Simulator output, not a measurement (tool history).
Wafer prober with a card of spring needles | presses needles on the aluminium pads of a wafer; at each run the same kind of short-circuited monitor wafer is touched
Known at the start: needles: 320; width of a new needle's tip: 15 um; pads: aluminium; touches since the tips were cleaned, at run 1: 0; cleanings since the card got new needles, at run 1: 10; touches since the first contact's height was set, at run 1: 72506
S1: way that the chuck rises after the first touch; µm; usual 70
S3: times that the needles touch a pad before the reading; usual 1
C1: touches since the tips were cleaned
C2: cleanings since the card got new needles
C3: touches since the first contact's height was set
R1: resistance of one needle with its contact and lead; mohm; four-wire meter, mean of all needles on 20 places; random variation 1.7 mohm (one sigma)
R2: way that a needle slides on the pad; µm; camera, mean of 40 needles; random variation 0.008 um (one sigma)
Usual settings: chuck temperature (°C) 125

{"run": 1, "hour": 0.0, "S1": 70, "chuck temperature (°C)": 125, "S3": 1, "C1": 0, "C2": 10, "C3": 72506, "R1": 214, "R2": 14.684}
{"run": 2, "hour": 15.6, "S1": 70, "chuck temperature (°C)": 125, "S3": 1, "C1": 2758, "C2": 10, "C3": 75264, "R1": 225, "R2": 14.692}
{"run": 3, "hour": 26.0, "S1": 50, "chuck temperature (°C)": 125, "S3": 1, "C1": 4595, "C2": 10, "C3": 77101, "R1": 251, "R2": 10.457}
{"hour": 35.4, "done": "tips cleaned on abrasive film"}
{"run": 4, "hour": 43.2, "S1": 70, "chuck temperature (°C)": 125, "S3": 1, "C1": 1376, "C2": 11, "C3": 80124, "R1": 221, "R2": 14.69}
{"run": 5, "hour": 51.9, "S1": 70, "chuck temperature (°C)": 125, "S3": 1, "C1": 2921, "C2": 11, "C3": 81669, "R1": 226, "R2": 14.671}
{"run": 6, "hour": 68.8, "S1": 70, "chuck temperature (°C)": 125, "S3": 1, "C1": 5902, "C2": 11, "C3": 84650, "R1": 232, "R2": 14.665}
{"hour": 71.5, "done": "tips cleaned on abrasive film"}
{"run": 7, "hour": 82.4, "S1": 52, "chuck temperature (°C)": 125, "S3": 1, "C1": 1928, "C2": 12, "C3": 87048, "R1": 231, "R2": 10.857}
{"run": 8, "hour": 91.6, "S1": 52, "chuck temperature (°C)": 125, "S3": 1, "C1": 3548, "C2": 12, "C3": 88668, "R1": 240, "R2": 10.871}
{"run": 9, "hour": 102.6, "S1": 52, "chuck temperature (°C)": 125, "S3": 1, "C1": 5497, "C2": 12, "C3": 90617, "R1": 249, "R2": 10.849}
{"hour": 107.3, "done": "tips cleaned on abrasive film"}
{"hour": 113.6, "done": "height of the first contact set anew"}
{"run": 10, "hour": 116.1, "S1": 70, "chuck temperature (°C)": 71, "S3": 1, "C1": 1500, "C2": 13, "C3": 437, "R1": 209, "R2": 14.802}
{"run": 11, "hour": 123.9, "S1": 70, "chuck temperature (°C)": 71, "S3": 1, "C1": 2879, "C2": 13, "C3": 1816, "R1": 214, "R2": 14.793}
{"run": 12, "hour": 139.0, "S1": 70, "chuck temperature (°C)": 71, "S3": 1, "C1": 5554, "C2": 13, "C3": 4491, "R1": 224, "R2": 14.794}
{"hour": 143.1, "done": "tips cleaned on abrasive film"}
{"run": 13, "hour": 150.6, "S1": 70, "chuck temperature (°C)": 125, "S3": 1, "C1": 1342, "C2": 14, "C3": 6528, "R1": 220, "R2": 14.77}
{"run": 14, "hour": 158.3, "S1": 70, "chuck temperature (°C)": 125, "S3": 1, "C1": 2700, "C2": 14, "C3": 7886, "R1": 224, "R2": 14.787}
{"run": 15, "hour": 173.3, "S1": 70, "chuck temperature (°C)": 125, "S3": 1, "C1": 5347, "C2": 14, "C3": 10533, "R1": 229, "R2": 14.786}
{"hour": 178.8, "done": "tips cleaned on abrasive film"}
{"run": 16, "hour": 188.6, "S1": 70, "chuck temperature (°C)": 125, "S3": 1, "C1": 1734, "C2": 15, "C3": 13220, "R1": 226, "R2": 14.783}
{"run": 17, "hour": 199.6, "S1": 70, "chuck temperature (°C)": 75, "S3": 1, "C1": 3685, "C2": 15, "C3": 15171, "R1": 218, "R2": 14.773}
{"hour": 214.2, "done": "tips cleaned on abrasive film"}
{"run": 18, "hour": 216.9, "S1": 70, "chuck temperature (°C)": 125, "S3": 2, "C1": 480, "C2": 16, "C3": 18208, "R1": 217, "R2": 14.763}
{"run": 19, "hour": 229.7, "S1": 57, "chuck temperature (°C)": 125, "S3": 1, "C1": 2738, "C2": 16, "C3": 20466, "R1": 233, "R2": 12.012}
{"run": 20, "hour": 247.9, "S1": 65, "chuck temperature (°C)": 125, "S3": 1, "C1": 5968, "C2": 16, "C3": 23696, "R1": 235, "R2": 13.717}
{"hour": 249.9, "done": "tips cleaned on abrasive film"}
{"run": 21, "hour": 264.9, "S1": 73, "chuck temperature (°C)": 32, "S3": 1, "C1": 2646, "C2": 17, "C3": 26677, "R1": 204, "R2": 15.386}
{"run": 22, "hour": 277.5, "S1": 84, "chuck temperature (°C)": 98, "S3": 2, "C1": 4873, "C2": 17, "C3": 28904, "R1": 213, "R2": 17.735}
{"hour": 286.5, "done": "tips cleaned on abrasive film"}
{"run": 23, "hour": 286.5, "S1": 84, "chuck temperature (°C)": 98, "S3": 2, "C1": 0, "C2": 18, "C3": 30482, "R1": 205, "R2": 17.716}
{"run": 24, "hour": 294.1, "S1": 81, "chuck temperature (°C)": 98, "S3": 2, "C1": 1340, "C2": 18, "C3": 31822, "R1": 208, "R2": 17.073}
{"run": 25, "hour": 306.1, "S1": 81, "chuck temperature (°C)": 98, "S3": 2, "C1": 3468, "C2": 18, "C3": 33950, "R1": 213, "R2": 17.073}
{"hour": 322.8, "done": "tips cleaned on abrasive film"}
{"run": 26, "hour": 322.8, "S1": 81, "chuck temperature (°C)": 84, "S3": 2, "C1": 0, "C2": 19, "C3": 36886, "R1": 205, "R2": 17.07}
{"run": 27, "hour": 339.4, "S1": 81, "chuck temperature (°C)": 84, "S3": 2, "C1": 2930, "C2": 19, "C3": 39816, "R1": 211, "R2": 17.06}
{"run": 28, "hour": 349.6, "S1": 68, "chuck temperature (°C)": 125, "S3": 1, "C1": 4730, "C2": 19, "C3": 41616, "R1": 229, "R2": 14.323}
{"hour": 358.7, "done": "tips cleaned on abrasive film"}
{"run": 29, "hour": 368.0, "S1": 68, "chuck temperature (°C)": 125, "S3": 1, "C1": 1646, "C2": 20, "C3": 44858, "R1": 222, "R2": 14.292}
{"run": 30, "hour": 379.9, "S1": 63, "chuck temperature (°C)": 125, "S3": 1, "C1": 3744, "C2": 20, "C3": 46956, "R1": 233, "R2": 13.242}
{"run": 31, "hour": 393.8, "S1": 63, "chuck temperature (°C)": 125, "S3": 1, "C1": 6212, "C2": 20, "C3": 49424, "R1": 239, "R2": 13.243}
{"hour": 395.5, "done": "tips cleaned on abrasive film"}
{"run": 32, "hour": 402.5, "S1": 63, "chuck temperature (°C)": 125, "S3": 1, "C1": 1241, "C2": 21, "C3": 50935, "R1": 222, "R2": 13.231}
{"run": 33, "hour": 410.4, "S1": 60, "chuck temperature (°C)": 49, "S3": 2, "C1": 2648, "C2": 21, "C3": 52342, "R1": 210, "R2": 12.622}
{"run": 34, "hour": 420.9, "S1": 87, "chuck temperature (°C)": 49, "S3": 2, "C1": 4489, "C2": 21, "C3": 54183, "R1": 202, "R2": 18.313}

Forecast each of these 4 alternatives for the next run:
{"hour": 432.0, "done": "tips cleaned on abrasive film"}
{"run": "A", "hour": 432.2, "S1": 81, "chuck temperature (°C)": 125, "S3": 2, "C1": 47, "C2": 22, "C3": 56181, "R1": "?", "R2": "?"}
{"hour": 432.0, "done": "tips cleaned on abrasive film"}
{"run": "B", "hour": 432.2, "S1": 70, "chuck temperature (°C)": 125, "S3": 1, "C1": 47, "C2": 22, "C3": 56181, "R1": "?", "R2": "?"}
{"hour": 432.0, "done": "tips cleaned on abrasive film"}
{"run": "C", "hour": 432.2, "S1": 78, "chuck temperature (°C)": 37, "S3": 1, "C1": 47, "C2": 22, "C3": 56181, "R1": "?", "R2": "?"}
{"hour": 432.0, "done": "tips cleaned on abrasive film"}
{"run": "D", "hour": 432.2, "S1": 78, "chuck temperature (°C)": 125, "S3": 1, "C1": 47, "C2": 22, "C3": 56181, "R1": "?", "R2": "?"}

run=A R1=212 R2=17.019
run=B R1=215 R2=14.697
run=C R1=194 R2=16.394
run=D R1=214 R2=16.387
Without the tool's hidden state the same runs would have given:
run=A R1=211 R2=17.114
run=B R1=213 R2=14.792
run=C R1=192 R2=16.489
run=D R1=212 R2=16.482
